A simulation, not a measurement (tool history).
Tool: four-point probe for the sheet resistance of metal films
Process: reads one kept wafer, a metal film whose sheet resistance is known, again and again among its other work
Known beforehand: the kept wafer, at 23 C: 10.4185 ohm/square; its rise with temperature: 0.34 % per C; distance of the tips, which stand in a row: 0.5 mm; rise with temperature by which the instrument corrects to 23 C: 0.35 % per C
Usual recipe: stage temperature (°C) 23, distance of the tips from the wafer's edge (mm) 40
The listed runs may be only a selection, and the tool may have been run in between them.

| run | hour | stage temperature (°C) | distance of the tips from the wafer's edge (mm) | sheet resistance as the instrument gives it (ohm/square) |
|---|---|---|---|---|
| 1 | 0.0 | 23 | 40 | 10.380174 |
| 2 | 112.5 | 23 | 40 | 10.384315 |
| 3 | 195.0 | 23 | 40 | 10.374053 |
| 4 | 281.0 | 23 | 40 | 10.376456 |
| 5 | 354.1 | 23 | 40 | 10.378015 |
| 6 | 427.0 | 29 | 40 | 10.366022 |
| 7 | 475.0 | 29 | 40 | 10.370297 |
| 8 | 540.4 | 29 | 40 | 10.367319 |
| 9 | 598.8 | 23 | 40 | 10.371083 |
| 10 | 647.6 | 23 | 40 | 10.372295 |
| 11 | 718.1 | 23 | 31 | 10.367241 |
| 12 | 808.2 | 23 | 7 | 10.390582 |
| 13 | 870.4 | 23 | 19 | 10.369568 |
| 14 | 945.0 | 23 | 55 | 10.362583 |
| 15 | 1063.6 | 23 | 55 | 10.357208 |
| 16 | 1164.0 | 23 | 65 | 10.358063 |
| 17 | 1271.3 | 23 | 27 | 10.360486 |
|  | 1288.1 | stage's thermometer calibrated |
| 18 | 1320.6 | 23 | 23 | 10.343015 |
| 19 | 1374.1 | 23 | 7 | 10.367592 |
| 20 | 1472.1 | 23 | 7 | 10.361917 |
| 21 | 1525.4 | 23 | 7 | 10.363830 |
| 22 | 1591.9 | 23 | 7 | 10.359495 |
| 23 | 1649.7 | 23 | 7 | 10.360889 |
|  | 1737.2 | stage's thermometer calibrated, once more |
| 24 | 1750.4 | 24 | 6 | 10.407937 |
| 25 | 1822.6 | 24 | 6 | 10.402247 |
| 26 | 1921.6 | 24 | 6 | 10.400083 |
| 27 | 2021.8 | 21 | 25 | 10.366076 |
| 28 | 2100.3 | 23 | 13 | 10.368554 |
| 29 | 2205.6 | 18 | 41 | 10.362848 |
| 30 | 2272.1 | 19 | 11 | 10.372221 |
| 31 | 2384.7 | 25 | 4 | 10.436232 |
| 32 | 2492.1 | 29 | 7 | 10.370788 |
| 33 | 2588.8 | 23 | 4 | 10.433234 |
| 34 | 2651.0 | 23 | 4 | 10.435832 |
| 35 | 2725.1 | 32 | 7 | 10.361999 |
| 36 | 2809.8 | 34 | 6 | 10.368873 |
| 37 | 2893.1 | 34 | 6 | 10.358980 |
| 38 | 2973.1 | 32 | 26 | 10.327457 |
| 39 | 3045.4 | 32 | 26 | 10.323093 |
| 40 | 3111.0 | 32 | 25 | 10.324884 |
| 41 | 3206.8 | 24 | 10 | 10.344847 |
| 42 | 3287.9 | 20 | 29 | 10.335235 |
| 43 | 3398.3 | 20 | 29 | 10.331481 |
| 44 | 3485.5 | 21 | 17 | 10.339713 |

Each row is a separate what-if for the run after 44, all from the same tool condition, not one after another. Results?
| A | 3575.1 | 34 | 6 | ? |
| B | 3575.1 | 26 | 17 | ? |
| C | 3575.1 | 34 | 6 | ? |
| D | 3575.1 | 29 | 40 | ? |

| run | sheet resistance as the instrument gives it (ohm/square) |
|---|---|
| A | 10.347512 |
| B | 10.320826 |
| C | 10.348086 |
| D | 10.316553 |
Without the tool's unlogged condition, the same runs would have read:
| run | sheet resistance as the instrument gives it (ohm/square) |
|---|---|
| A | 10.441364 |
| B | 10.414869 |
| C | 10.441944 |
| D | 10.410402 |
